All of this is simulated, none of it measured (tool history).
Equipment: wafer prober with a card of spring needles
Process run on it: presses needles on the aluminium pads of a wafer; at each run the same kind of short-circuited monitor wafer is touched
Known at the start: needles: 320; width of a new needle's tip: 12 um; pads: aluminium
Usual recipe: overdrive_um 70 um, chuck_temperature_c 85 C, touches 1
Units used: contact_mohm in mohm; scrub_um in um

run	day	overdrive_um	chuck_temperature_c	touches	contact_mohm	scrub_um
1	0	70	85	1	249	13.81
# day 1.088: tips cleaned on abrasive film
2	1.612	70	85	1	284	13.64
# day 2.308: tips cleaned on abrasive film
3	3.338	70	85	1	285	13.63
# day 3.438: tips cleaned on abrasive film
4	4.058	70	85	1	278	13.56
# day 4.567: tips cleaned on abrasive film
# day 5.029: height of the first contact set anew
5	5.346	70	85	1	277	14.11
# day 5.688: tips cleaned on abrasive film
6	6.162	73	85	1	270	14.78
# day 6.821: tips cleaned on abrasive film
# day 7.075: tips cleaned on abrasive film, once more
7	7.225	73	85	3	232	14.67
# day 8.204: tips cleaned on abrasive film
8	8.467	70	85	2	248	14.07
9	9.271	70	85	2	259	14.02
# day 9.362: tips cleaned on abrasive film
# day 10.567: tips cleaned on abrasive film
10	10.904	70	85	1	263	14.03
# day 11.708: tips cleaned on abrasive film
11	11.775	70	35	1	227	14.03
# day 12.892: tips cleaned on abrasive film
12	13.288	73	71	1	267	14.58
# day 14.054: tips cleaned on abrasive film
13	14.308	73	71	1	252	14.57
# day 15.208: tips cleaned on abrasive film
14	16.029	89	71	1	255	17.8
# day 16.325: tips cleaned on abrasive film
# day 17.458: tips cleaned on abrasive film
15	17.762	89	71	1	251	17.73

Measured minus without-hidden-state, run by run (identical run-to-run variation in each term; gauge scatter may differ):
Hidden state present: debris on the tips, nm; way that the needles fall short of the set height, um; tips' diameter, um; drift of the gauge itself on contact_mohm, %; drift of the gauge itself on scrub_um, %.
run	contact_mohm	scrub_um
1	+19	-0.36
2	+56	-0.5
3	+53	-0.52
4	+48	-0.54
5	+47	+0
6	+40	-0.02
7	+8	-0.06
8	+21	-0.08
9	+30	-0.08
10	+37	-0.11
11	+14	-0.13
12	+42	-0.15
13	+30	-0.17
14	+33	-0.18
15	+25	-0.22
